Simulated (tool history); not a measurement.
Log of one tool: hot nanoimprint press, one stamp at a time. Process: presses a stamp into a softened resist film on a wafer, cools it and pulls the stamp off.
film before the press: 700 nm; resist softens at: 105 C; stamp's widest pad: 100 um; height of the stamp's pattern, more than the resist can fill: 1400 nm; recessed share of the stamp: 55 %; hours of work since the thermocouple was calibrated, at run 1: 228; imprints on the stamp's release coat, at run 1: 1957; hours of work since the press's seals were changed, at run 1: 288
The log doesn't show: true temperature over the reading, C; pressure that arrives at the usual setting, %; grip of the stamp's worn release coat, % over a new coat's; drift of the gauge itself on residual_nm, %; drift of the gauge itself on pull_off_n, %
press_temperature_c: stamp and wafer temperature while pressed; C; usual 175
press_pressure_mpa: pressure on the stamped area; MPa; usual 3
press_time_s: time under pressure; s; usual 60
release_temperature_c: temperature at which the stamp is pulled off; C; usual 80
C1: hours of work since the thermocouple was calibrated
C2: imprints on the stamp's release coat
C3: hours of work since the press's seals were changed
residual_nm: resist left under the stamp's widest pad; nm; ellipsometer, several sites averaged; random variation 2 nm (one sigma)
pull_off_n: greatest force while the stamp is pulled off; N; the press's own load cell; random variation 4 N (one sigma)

{"run": 1, "day": 0.0, "press_temperature_c": 175, "press_pressure_mpa": 3, "press_time_s": 60, "release_temperature_c": 80, "C1": 228, "C2": 1957, "C3": 288, "residual_nm": 327.6, "pull_off_n": 195}
{"run": 2, "day": 0.55, "press_temperature_c": 175, "press_pressure_mpa": 3, "press_time_s": 60, "release_temperature_c": 80, "C1": 238, "C2": 1999, "C3": 297, "residual_nm": 317.2, "pull_off_n": 192}
{"run": 3, "day": 0.921, "press_temperature_c": 175, "press_pressure_mpa": 3, "press_time_s": 60, "release_temperature_c": 80, "C1": 244, "C2": 2027, "C3": 303, "residual_nm": 326.1, "pull_off_n": 192}
{"day": 1.496, "done": "stamp cleaned and given a new release coat"}
{"run": 4, "day": 1.542, "press_temperature_c": 175, "press_pressure_mpa": 3, "press_time_s": 60, "release_temperature_c": 79, "C1": 250, "C2": 3, "C3": 310, "residual_nm": 323.8, "pull_off_n": 190}
{"run": 5, "day": 2.025, "press_temperature_c": 175, "press_pressure_mpa": 3, "press_time_s": 60, "release_temperature_c": 68, "C1": 258, "C2": 40, "C3": 318, "residual_nm": 325.4, "pull_off_n": 222}
{"run": 6, "day": 2.592, "press_temperature_c": 175, "press_pressure_mpa": 4.07, "press_time_s": 60, "release_temperature_c": 68, "C1": 268, "C2": 82, "C3": 327, "residual_nm": 275.3, "pull_off_n": 214}
{"run": 7, "day": 3.358, "press_temperature_c": 175, "press_pressure_mpa": 4.07, "press_time_s": 60, "release_temperature_c": 68, "C1": 281, "C2": 140, "C3": 340, "residual_nm": 270.7, "pull_off_n": 230}
{"run": 8, "day": 4.079, "press_temperature_c": 175, "press_pressure_mpa": 3, "press_time_s": 60, "release_temperature_c": 80, "C1": 293, "C2": 195, "C3": 353, "residual_nm": 323.6, "pull_off_n": 193}
{"run": 9, "day": 4.829, "press_temperature_c": 175, "press_pressure_mpa": 3, "press_time_s": 60, "release_temperature_c": 80, "C1": 306, "C2": 251, "C3": 365, "residual_nm": 322.8, "pull_off_n": 192}
{"run": 10, "day": 5.617, "press_temperature_c": 168, "press_pressure_mpa": 3, "press_time_s": 60, "release_temperature_c": 80, "C1": 319, "C2": 311, "C3": 379, "residual_nm": 413.3, "pull_off_n": 191}
{"run": 11, "day": 6.212, "press_temperature_c": 168, "press_pressure_mpa": 3, "press_time_s": 60, "release_temperature_c": 80, "C1": 330, "C2": 356, "C3": 389, "residual_nm": 417.6, "pull_off_n": 203}
{"run": 12, "day": 6.958, "press_temperature_c": 170, "press_pressure_mpa": 3, "press_time_s": 60, "release_temperature_c": 80, "C1": 342, "C2": 412, "C3": 402, "residual_nm": 391.4, "pull_off_n": 201}
{"run": 13, "day": 7.375, "press_temperature_c": 169, "press_pressure_mpa": 3.66, "press_time_s": 36, "release_temperature_c": 80, "C1": 349, "C2": 444, "C3": 409, "residual_nm": 422.7, "pull_off_n": 196}
{"run": 14, "day": 8.183, "press_temperature_c": 169, "press_pressure_mpa": 4.68, "press_time_s": 36, "release_temperature_c": 80, "C1": 363, "C2": 505, "C3": 422, "residual_nm": 377.1, "pull_off_n": 194}
{"run": 15, "day": 8.571, "press_temperature_c": 169, "press_pressure_mpa": 4.68, "press_time_s": 48, "release_temperature_c": 80, "C1": 370, "C2": 534, "C3": 429, "residual_nm": 340.2, "pull_off_n": 201}
{"day": 9.15, "done": "plate thermocouple calibrated"}
{"run": 16, "day": 9.342, "press_temperature_c": 172, "press_pressure_mpa": 3, "press_time_s": 48, "release_temperature_c": 80, "C1": 3, "C2": 583, "C3": 440, "residual_nm": 388.9, "pull_off_n": 196}
{"run": 17, "day": 9.717, "press_temperature_c": 172, "press_pressure_mpa": 3, "press_time_s": 48, "release_temperature_c": 80, "C1": 10, "C2": 611, "C3": 446, "residual_nm": 387.8, "pull_off_n": 192}
{"run": 18, "day": 10.071, "press_temperature_c": 172, "press_pressure_mpa": 3, "press_time_s": 48, "release_temperature_c": 80, "C1": 16, "C2": 638, "C3": 452, "residual_nm": 387.3, "pull_off_n": 197}
{"run": 19, "day": 10.858, "press_temperature_c": 171, "press_pressure_mpa": 3, "press_time_s": 48, "release_temperature_c": 73, "C1": 29, "C2": 697, "C3": 466, "residual_nm": 397.9, "pull_off_n": 203}
{"run": 20, "day": 11.617, "press_temperature_c": 171, "press_pressure_mpa": 3, "press_time_s": 48, "release_temperature_c": 73, "C1": 42, "C2": 755, "C3": 479, "residual_nm": 400.1, "pull_off_n": 205}
{"run": 21, "day": 12.138, "press_temperature_c": 169, "press_pressure_mpa": 4.58, "press_time_s": 48, "release_temperature_c": 66, "C1": 51, "C2": 794, "C3": 488, "residual_nm": 347.1, "pull_off_n": 224}
{"run": 22, "day": 12.842, "press_temperature_c": 185, "press_pressure_mpa": 3.05, "press_time_s": 109, "release_temperature_c": 84, "C1": 63, "C2": 847, "C3": 500, "residual_nm": 182.5, "pull_off_n": 184}

Forecast each of these 5 alternatives for the next run:
{"run": "A", "day": 13.279, "press_temperature_c": 175, "press_pressure_mpa": 3, "press_time_s": 49, "release_temperature_c": 80, "C1": 70, "C2": 880, "C3": 507, "residual_nm": "?", "pull_off_n": "?"}
{"run": "B", "day": 13.279, "press_temperature_c": 185, "press_pressure_mpa": 3.05, "press_time_s": 37, "release_temperature_c": 84, "C1": 70, "C2": 880, "C3": 507, "residual_nm": "?", "pull_off_n": "?"}
{"run": "C", "day": 13.279, "press_temperature_c": 163, "press_pressure_mpa": 3, "press_time_s": 60, "release_temperature_c": 80, "C1": 70, "C2": 880, "C3": 507, "residual_nm": "?", "pull_off_n": "?"}
{"run": "D", "day": 13.279, "press_temperature_c": 185, "press_pressure_mpa": 1.96, "press_time_s": 109, "release_temperature_c": 85, "C1": 70, "C2": 880, "C3": 507, "residual_nm": "?", "pull_off_n": "?"}
{"run": "E", "day": 13.279, "press_temperature_c": 165, "press_pressure_mpa": 3, "press_time_s": 111, "release_temperature_c": 68, "C1": 70, "C2": 880, "C3": 507, "residual_nm": "?", "pull_off_n": "?"}

run=A residual_nm=346 pull_off_n=194
run=B residual_nm=271.4 pull_off_n=183
run=C residual_nm=488.3 pull_off_n=196
run=D residual_nm=240.4 pull_off_n=180
run=E residual_nm=390.7 pull_off_n=219
Without the tool's hidden state the same runs would have given:
run=A residual_nm=345.9 pull_off_n=193
run=B residual_nm=271.3 pull_off_n=182
run=C residual_nm=488.2 pull_off_n=195
run=D residual_nm=240.3 pull_off_n=179
run=E residual_nm=390.5 pull_off_n=219
